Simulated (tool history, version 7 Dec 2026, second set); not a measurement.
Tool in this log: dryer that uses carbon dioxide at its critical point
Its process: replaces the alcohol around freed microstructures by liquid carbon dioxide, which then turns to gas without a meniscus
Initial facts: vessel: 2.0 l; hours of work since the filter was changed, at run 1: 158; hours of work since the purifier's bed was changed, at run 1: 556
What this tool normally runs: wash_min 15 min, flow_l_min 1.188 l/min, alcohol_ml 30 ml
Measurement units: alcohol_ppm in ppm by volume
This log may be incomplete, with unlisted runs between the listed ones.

| run | hour | wash_min | flow_l_min | alcohol_ml | hours of work since the filter was changed | hours of work since the purifier's bed was changed | alcohol_ppm |
|---|---|---|---|---|---|---|---|
| 1 | 0 | 15 | 1.188 | 30 | 158 | 556 | 70 |
| 2 | 35.6 | 15 | 1.188 | 52 | 176 | 575 | 91 |
| 3 | 58.6 | 15 | 1.188 | 23 | 188 | 586 | 67 |
| 4 | 98.9 | 15 | 1.188 | 59 | 208 | 607 | 111 |
|  | 122.2 | inlet filter changed |
| 5 | 129.9 | 15 | 1.188 | 59 | 4 | 622 | 69 |
| 6 | 155.2 | 15 | 1.188 | 59 | 17 | 635 | 74 |
| 7 | 176.2 | 15 | 1.188 | 59 | 28 | 646 | 73 |
| 8 | 214.2 | 15 | 1.188 | 59 | 47 | 665 | 80 |
| 9 | 251.2 | 15 | 1.188 | 30 | 66 | 684 | 60 |
| 10 | 273.2 | 15 | 1.188 | 30 | 77 | 695 | 67 |
| 11 | 313 | 15 | 1.35 | 30 | 98 | 716 | 54 |
|  | 332 | purifier's bed changed |
| 12 | 347 | 20 | 0.86 | 96 | 113 | 8 | 111 |
| 13 | 382.8 | 20 | 0.86 | 96 | 132 | 26 | 122 |
| 14 | 406.7 | 14 | 1.188 | 83 | 144 | 38 | 118 |
| 15 | 424 | 14 | 1.188 | 83 | 153 | 47 | 120 |
| 16 | 449.9 | 13 | 1.42 | 75 | 166 | 60 | 65 |
| 17 | 477.7 | 15 | 1.78 | 22 | 180 | 74 | 12 |
| 18 | 494.3 | 11 | 0.78 | 82 | 189 | 83 | 2250 |
| 19 | 528.5 | 24 | 0.78 | 82 | 206 | 100 | 87 |
|  | 556.3 | inlet filter changed |
| 20 | 562.3 | 24 | 0.78 | 82 | 3 | 117 | 44 |
| 21 | 598.4 | 14 | 1.5 | 56 | 21 | 136 | 22 |
| 22 | 623.9 | 14 | 1.188 | 28 | 35 | 149 | 40 |

Below, each run's measurement less what the same run would have read without the hidden state. Both values contain the same run-to-run variation, but the gauge's scatter may not be the same in both:
What the log doesn't record here: flow that reaches the vessel past the clogged filter, %; alcohol in the recycled carbon dioxide, ppm; drift of the gauge itself on alcohol_ppm, %.
| run | alcohol_ppm |
|---|---|
| 1 | +47 |
| 2 | +63 |
| 3 | +48 |
| 4 | +77 |
| 5 | +37 |
| 6 | +40 |
| 7 | +41 |
| 8 | +46 |
| 9 | +45 |
| 10 | +48 |
| 11 | +46 |
| 12 | +41 |
| 13 | +50 |
| 14 | +53 |
| 15 | +57 |
| 16 | +33 |
| 17 | +6 |
| 18 | +722 |
| 19 | +54 |
| 20 | +10 |
| 21 | +11 |
| 22 | +14 |

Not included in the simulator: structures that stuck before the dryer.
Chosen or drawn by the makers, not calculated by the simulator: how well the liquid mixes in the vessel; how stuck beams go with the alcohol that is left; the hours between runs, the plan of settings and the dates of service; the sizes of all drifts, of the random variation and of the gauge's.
